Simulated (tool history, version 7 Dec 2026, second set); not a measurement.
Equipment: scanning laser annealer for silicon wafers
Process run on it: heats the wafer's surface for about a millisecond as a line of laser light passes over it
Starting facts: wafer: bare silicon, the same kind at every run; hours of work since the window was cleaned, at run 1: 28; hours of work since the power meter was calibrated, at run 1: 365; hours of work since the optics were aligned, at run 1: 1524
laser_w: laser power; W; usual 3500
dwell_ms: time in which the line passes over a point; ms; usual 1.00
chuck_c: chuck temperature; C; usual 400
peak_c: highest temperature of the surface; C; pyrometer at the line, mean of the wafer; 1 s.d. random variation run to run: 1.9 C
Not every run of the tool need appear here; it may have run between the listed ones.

| run | hour | laser_w | dwell_ms | chuck_c | hours of work since the window was cleaned | hours of work since the power meter was calibrated | hours of work since the optics were aligned | peak_c |
|---|---|---|---|---|---|---|---|---|
| 1 | 0.0 | 3500 | 1.00 | 400 | 28 | 365 | 1524 | 1210 |
| 2 | 34.1 | 3500 | 1.00 | 400 | 53 | 391 | 1550 | 1211 |
| 3 | 80.8 | 3500 | 1.00 | 374 | 88 | 425 | 1584 | 1176 |
| 4 | 116.3 | 3500 | 1.00 | 400 | 114 | 451 | 1610 | 1203 |
| 5 | 160.3 | 3500 | 1.00 | 400 | 146 | 484 | 1643 | 1200 |
| 6 | 210.4 | 3500 | 1.00 | 400 | 183 | 521 | 1680 | 1199 |
| 7 | 238.9 | 3500 | 0.82 | 400 | 204 | 542 | 1701 | 1108 |
| 8 | 270.8 | 3500 | 1.00 | 400 | 228 | 565 | 1724 | 1193 |
| 9 | 311.2 | 3500 | 1.00 | 400 | 258 | 595 | 1754 | 1194 |
|  | 345.0 | optics aligned, line set to its width |
| 10 | 359.5 | 3500 | 1.00 | 400 | 290 | 627 | 11 | 1208 |
| 11 | 405.3 | 3500 | 1.00 | 400 | 324 | 661 | 45 | 1199 |
| 12 | 438.5 | 3500 | 1.00 | 400 | 348 | 685 | 69 | 1200 |
| 13 | 480.0 | 3500 | 1.00 | 400 | 379 | 716 | 100 | 1200 |
|  | 485.9 | laser's power meter calibrated |
| 14 | 519.3 | 3188 | 1.00 | 400 | 405 | 25 | 126 | 1118 |
| 15 | 547.1 | 3724 | 1.00 | 400 | 426 | 45 | 147 | 1255 |
| 16 | 593.6 | 3724 | 1.00 | 413 | 460 | 79 | 181 | 1260 |
| 17 | 625.3 | 3500 | 1.00 | 394 | 484 | 103 | 205 | 1183 |
| 18 | 646.9 | 3735 | 1.00 | 363 | 500 | 119 | 221 | 1212 |
| 19 | 683.7 | 3729 | 1.16 | 405 | 527 | 146 | 248 | 1329 |
| 20 | 719.8 | 3500 | 0.85 | 407 | 553 | 173 | 274 | 1117 |
| 21 | 742.2 | 3500 | 0.85 | 428 | 570 | 189 | 291 | 1136 |
| 22 | 791.5 | 3623 | 1.23 | 421 | 606 | 226 | 327 | 1340 |
|  | 807.3 | laser's power meter calibrated, once more |
| 23 | 817.7 | 3627 | 1.19 | 363 | 624 | 8 | 345 | 1264 |
| 24 | 865.1 | 3070 | 1.05 | 379 | 659 | 43 | 380 | 1071 |
|  | 895.3 | window over the wafer cleaned |
| 25 | 900.1 | 3331 | 1.05 | 390 | 4 | 67 | 404 | 1186 |
| 26 | 947.3 | 3590 | 1.08 | 427 | 38 | 102 | 439 | 1303 |
| 27 | 994.9 | 3500 | 0.77 | 393 | 74 | 137 | 474 | 1093 |
| 28 | 1021.5 | 3500 | 0.88 | 408 | 93 | 157 | 494 | 1160 |
| 29 | 1051.0 | 3500 | 0.76 | 432 | 115 | 178 | 515 | 1120 |
| 30 | 1085.7 | 3606 | 1.24 | 416 | 141 | 204 | 541 | 1370 |
| 31 | 1135.8 | 3648 | 0.75 | 373 | 178 | 241 | 578 | 1085 |
| 32 | 1173.3 | 3648 | 0.75 | 373 | 205 | 269 | 606 | 1080 |
| 33 | 1196.0 | 3648 | 0.75 | 391 | 222 | 285 | 622 | 1097 |
| 34 | 1231.4 | 3380 | 1.00 | 400 | 248 | 312 | 649 | 1168 |

3 ways to go on from here, each from the tool as it stands after run 34. What would each give?
| A | 1259.5 | 3603 | 1.00 | 432 | 269 | 332 | 669 | ? |
| B | 1259.5 | 3715 | 0.86 | 399 | 269 | 332 | 669 | ? |
| C | 1259.5 | 3826 | 0.78 | 400 | 269 | 332 | 669 | ? |

| run | peak_c |
|---|---|
| A | 1256 |
| B | 1178 |
| C | 1160 |
With no hidden state in the tool, these same runs would have given:
| run | peak_c |
|---|---|
| A | 1282 |
| B | 1203 |
| C | 1185 |
